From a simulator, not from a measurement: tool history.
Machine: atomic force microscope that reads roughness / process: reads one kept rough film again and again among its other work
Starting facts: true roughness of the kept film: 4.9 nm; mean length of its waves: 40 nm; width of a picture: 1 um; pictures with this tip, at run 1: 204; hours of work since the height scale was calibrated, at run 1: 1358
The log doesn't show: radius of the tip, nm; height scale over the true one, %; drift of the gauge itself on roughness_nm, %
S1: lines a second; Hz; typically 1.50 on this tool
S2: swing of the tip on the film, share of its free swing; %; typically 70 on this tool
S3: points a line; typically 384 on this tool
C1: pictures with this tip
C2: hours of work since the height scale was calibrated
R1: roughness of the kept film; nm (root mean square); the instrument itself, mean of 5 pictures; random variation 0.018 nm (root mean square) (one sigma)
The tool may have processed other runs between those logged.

{"run": 1, "day": 0.0, "S1": 1.5, "S2": 70, "S3": 384, "C1": 204, "C2": 1358, "R1": 3.928}
{"day": 1.662, "done": "new tip fitted"}
{"run": 2, "day": 2.888, "S1": 1.5, "S2": 63, "S3": 384, "C1": 36, "C2": 1404, "R1": 4.445}
{"run": 3, "day": 4.642, "S1": 1.5, "S2": 63, "S3": 384, "C1": 88, "C2": 1432, "R1": 4.302}
{"run": 4, "day": 7.438, "S1": 1.5, "S2": 70, "S3": 384, "C1": 170, "C2": 1476, "R1": 4.059}
{"run": 5, "day": 8.95, "S1": 1.5, "S2": 70, "S3": 384, "C1": 215, "C2": 1501, "R1": 3.976}
{"day": 10.196, "done": "new tip fitted"}
{"run": 6, "day": 10.917, "S1": 1.5, "S2": 70, "S3": 384, "C1": 21, "C2": 1532, "R1": 4.366}
{"run": 7, "day": 12.217, "S1": 1.5, "S2": 75, "S3": 384, "C1": 59, "C2": 1553, "R1": 4.189}
{"run": 8, "day": 15.292, "S1": 1.42, "S2": 81, "S3": 384, "C1": 150, "C2": 1602, "R1": 3.947}
{"run": 9, "day": 17.05, "S1": 0.92, "S2": 62, "S3": 736, "C1": 202, "C2": 1630, "R1": 4.203}
{"day": 18.85, "done": "new tip fitted"}
{"run": 10, "day": 20.012, "S1": 1.02, "S2": 72, "S3": 384, "C1": 34, "C2": 1677, "R1": 4.39}
{"run": 11, "day": 21.838, "S1": 1.32, "S2": 73, "S3": 944, "C1": 88, "C2": 1706, "R1": 4.239}
{"run": 12, "day": 23.204, "S1": 1.32, "S2": 73, "S3": 944, "C1": 128, "C2": 1728, "R1": 4.169}
{"run": 13, "day": 26.321, "S1": 1.32, "S2": 73, "S3": 944, "C1": 220, "C2": 1778, "R1": 4.0}

Alternative continuations, all from the tool just after run 13; predict every row:
{"day": 27.421, "done": "new tip fitted"}
{"run": "A", "day": 29.375, "S1": 2.04, "S2": 79, "S3": 944, "C1": 58, "C2": 1826, "R1": "?"}
{"day": 27.421, "done": "new tip fitted"}
{"run": "B", "day": 29.375, "S1": 1.5, "S2": 66, "S3": 384, "C1": 58, "C2": 1826, "R1": "?"}
{"day": 27.421, "done": "new tip fitted"}
{"run": "C", "day": 29.375, "S1": 0.99, "S2": 56, "S3": 944, "C1": 58, "C2": 1826, "R1": "?"}
{"day": 27.421, "done": "new tip fitted"}
{"run": "D", "day": 29.375, "S1": 0.6, "S2": 77, "S3": 944, "C1": 58, "C2": 1826, "R1": "?"}
{"day": 27.421, "done": "new tip fitted"}
{"run": "E", "day": 29.375, "S1": 1.74, "S2": 69, "S3": 293, "C1": 58, "C2": 1826, "R1": "?"}

run=A R1=4.032
run=B R1=4.348
run=C R1=4.484
run=D R1=4.433
run=E R1=4.272
What these runs would have given with no unlogged condition in the tool:
run=A R1=4.080
run=B R1=4.399
run=C R1=4.537
run=D R1=4.485
run=E R1=4.323
